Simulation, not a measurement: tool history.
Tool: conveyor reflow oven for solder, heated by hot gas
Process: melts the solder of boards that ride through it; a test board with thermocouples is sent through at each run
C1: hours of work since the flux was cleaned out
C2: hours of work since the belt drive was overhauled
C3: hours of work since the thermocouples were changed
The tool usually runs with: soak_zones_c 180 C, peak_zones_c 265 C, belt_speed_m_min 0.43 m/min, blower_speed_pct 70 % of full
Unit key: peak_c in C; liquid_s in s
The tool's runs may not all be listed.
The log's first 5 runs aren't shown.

{"run": 6, "hour": 81.5, "soak_zones_c": 180, "peak_zones_c": 265, "belt_speed_m_min": 0.486, "blower_speed_pct": 70, "C1": 252, "C2": 759, "C3": 585, "peak_c": 250.3, "liquid_s": 56}
{"run": 7, "hour": 95.6, "soak_zones_c": 180, "peak_zones_c": 265, "belt_speed_m_min": 0.392, "blower_speed_pct": 70, "C1": 261, "C2": 768, "C3": 594, "peak_c": 255.2, "liquid_s": 76.6}
{"run": 8, "hour": 107.0, "soak_zones_c": 180, "peak_zones_c": 265, "belt_speed_m_min": 0.43, "blower_speed_pct": 70, "C1": 268, "C2": 775, "C3": 602, "peak_c": 252.8, "liquid_s": 67.6}
{"run": 9, "hour": 117.5, "soak_zones_c": 180, "peak_zones_c": 265, "belt_speed_m_min": 0.43, "blower_speed_pct": 70, "C1": 275, "C2": 782, "C3": 608, "peak_c": 252.9, "liquid_s": 67.6}
{"run": 10, "hour": 137.6, "soak_zones_c": 180, "peak_zones_c": 265, "belt_speed_m_min": 0.43, "blower_speed_pct": 70, "C1": 288, "C2": 794, "C3": 621, "peak_c": 252.9, "liquid_s": 67.3}
{"run": 11, "hour": 155.2, "soak_zones_c": 180, "peak_zones_c": 265, "belt_speed_m_min": 0.43, "blower_speed_pct": 70, "C1": 299, "C2": 806, "C3": 633, "peak_c": 252.6, "liquid_s": 67.6}
{"run": 12, "hour": 177.2, "soak_zones_c": 180, "peak_zones_c": 265, "belt_speed_m_min": 0.43, "blower_speed_pct": 70, "C1": 313, "C2": 820, "C3": 647, "peak_c": 253, "liquid_s": 67.6}
{"hour": 185.9, "done": "flux residue cleaned out of gas plates and filters"}
{"run": 13, "hour": 192.8, "soak_zones_c": 176, "peak_zones_c": 265, "belt_speed_m_min": 0.43, "blower_speed_pct": 70, "C1": 4, "C2": 827, "C3": 653, "peak_c": 254.1, "liquid_s": 66.4}
{"run": 14, "hour": 209.0, "soak_zones_c": 180, "peak_zones_c": 265, "belt_speed_m_min": 0.43, "blower_speed_pct": 70, "C1": 15, "C2": 837, "C3": 664, "peak_c": 253.8, "liquid_s": 68.1}
{"run": 15, "hour": 223.3, "soak_zones_c": 180, "peak_zones_c": 276, "belt_speed_m_min": 0.43, "blower_speed_pct": 70, "C1": 24, "C2": 846, "C3": 673, "peak_c": 264.1, "liquid_s": 73.7}
{"run": 16, "hour": 245.5, "soak_zones_c": 193, "peak_zones_c": 265, "belt_speed_m_min": 0.43, "blower_speed_pct": 69, "C1": 38, "C2": 860, "C3": 687, "peak_c": 255.3, "liquid_s": 74.9}
{"run": 17, "hour": 262.0, "soak_zones_c": 172, "peak_zones_c": 274, "belt_speed_m_min": 0.428, "blower_speed_pct": 88, "C1": 49, "C2": 871, "C3": 698, "peak_c": 264.4, "liquid_s": 72.4}
{"run": 18, "hour": 277.9, "soak_zones_c": 177, "peak_zones_c": 263, "belt_speed_m_min": 0.413, "blower_speed_pct": 64, "C1": 59, "C2": 881, "C3": 708, "peak_c": 251, "liquid_s": 67.6}
{"run": 19, "hour": 291.5, "soak_zones_c": 169, "peak_zones_c": 263, "belt_speed_m_min": 0.361, "blower_speed_pct": 51, "C1": 68, "C2": 890, "C3": 717, "peak_c": 250.3, "liquid_s": 72.8}
{"run": 20, "hour": 312.0, "soak_zones_c": 169, "peak_zones_c": 263, "belt_speed_m_min": 0.403, "blower_speed_pct": 51, "C1": 81, "C2": 903, "C3": 730, "peak_c": 247.9, "liquid_s": 61.5}
{"run": 21, "hour": 333.0, "soak_zones_c": 193, "peak_zones_c": 264, "belt_speed_m_min": 0.403, "blower_speed_pct": 78, "C1": 94, "C2": 916, "C3": 743, "peak_c": 256.3, "liquid_s": 81.7}
{"run": 22, "hour": 355.4, "soak_zones_c": 193, "peak_zones_c": 280, "belt_speed_m_min": 0.403, "blower_speed_pct": 78, "C1": 108, "C2": 931, "C3": 757, "peak_c": 271.3, "liquid_s": 87.7}
{"run": 23, "hour": 367.2, "soak_zones_c": 185, "peak_zones_c": 269, "belt_speed_m_min": 0.426, "blower_speed_pct": 62, "C1": 116, "C2": 938, "C3": 765, "peak_c": 256.2, "liquid_s": 72.2}
{"run": 24, "hour": 382.7, "soak_zones_c": 190, "peak_zones_c": 272, "belt_speed_m_min": 0.426, "blower_speed_pct": 54, "C1": 126, "C2": 948, "C3": 775, "peak_c": 258.1, "liquid_s": 75.1}
{"run": 25, "hour": 399.3, "soak_zones_c": 190, "peak_zones_c": 272, "belt_speed_m_min": 0.426, "blower_speed_pct": 54, "C1": 136, "C2": 959, "C3": 786, "peak_c": 257.3, "liquid_s": 75}
{"run": 26, "hour": 420.2, "soak_zones_c": 190, "peak_zones_c": 272, "belt_speed_m_min": 0.426, "blower_speed_pct": 54, "C1": 150, "C2": 972, "C3": 799, "peak_c": 257.7, "liquid_s": 75.5}
{"run": 27, "hour": 430.9, "soak_zones_c": 187, "peak_zones_c": 279, "belt_speed_m_min": 0.509, "blower_speed_pct": 54, "C1": 157, "C2": 979, "C3": 806, "peak_c": 257.7, "liquid_s": 60.2}
{"run": 28, "hour": 447.2, "soak_zones_c": 187, "peak_zones_c": 279, "belt_speed_m_min": 0.509, "blower_speed_pct": 54, "C1": 167, "C2": 989, "C3": 816, "peak_c": 257.7, "liquid_s": 59.9}
{"run": 29, "hour": 465.3, "soak_zones_c": 170, "peak_zones_c": 279, "belt_speed_m_min": 0.342, "blower_speed_pct": 68, "C1": 179, "C2": 1001, "C3": 828, "peak_c": 269.7, "liquid_s": 94}
{"run": 30, "hour": 485.6, "soak_zones_c": 170, "peak_zones_c": 279, "belt_speed_m_min": 0.342, "blower_speed_pct": 68, "C1": 192, "C2": 1014, "C3": 841, "peak_c": 269.9, "liquid_s": 94.1}

What if the next run were any one of these 5? Each begins from the tool's condition after run 30:
{"run": "A", "hour": 497.4, "soak_zones_c": 193, "peak_zones_c": 259, "belt_speed_m_min": 0.458, "blower_speed_pct": 68, "C1": 199, "C2": 1021, "C3": 848, "peak_c": "?", "liquid_s": "?"}
{"run": "B", "hour": 497.4, "soak_zones_c": 180, "peak_zones_c": 265, "belt_speed_m_min": 0.405, "blower_speed_pct": 67, "C1": 199, "C2": 1021, "C3": 848, "peak_c": "?", "liquid_s": "?"}
{"run": "C", "hour": 497.4, "soak_zones_c": 180, "peak_zones_c": 253, "belt_speed_m_min": 0.43, "blower_speed_pct": 70, "C1": 199, "C2": 1021, "C3": 848, "peak_c": "?", "liquid_s": "?"}
{"run": "D", "hour": 497.4, "soak_zones_c": 175, "peak_zones_c": 279, "belt_speed_m_min": 0.465, "blower_speed_pct": 85, "C1": 199, "C2": 1021, "C3": 848, "peak_c": "?", "liquid_s": "?"}
{"run": "E", "hour": 497.4, "soak_zones_c": 180, "peak_zones_c": 277, "belt_speed_m_min": 0.479, "blower_speed_pct": 66, "C1": 199, "C2": 1021, "C3": 848, "peak_c": "?", "liquid_s": "?"}

run=A peak_c=247.7 liquid_s=65.3
run=B peak_c=253.5 liquid_s=72.7
run=C peak_c=241.9 liquid_s=59.2
run=D peak_c=265.8 liquid_s=67.8
run=E peak_c=259.8 liquid_s=63.6
With no hidden state in the tool, these same runs would have given:
run=A peak_c=249.4 liquid_s=65.9
run=B peak_c=255.3 liquid_s=73.3
run=C peak_c=243.7 liquid_s=60.4
run=D peak_c=267.8 liquid_s=68.1
run=E peak_c=261.7 liquid_s=64
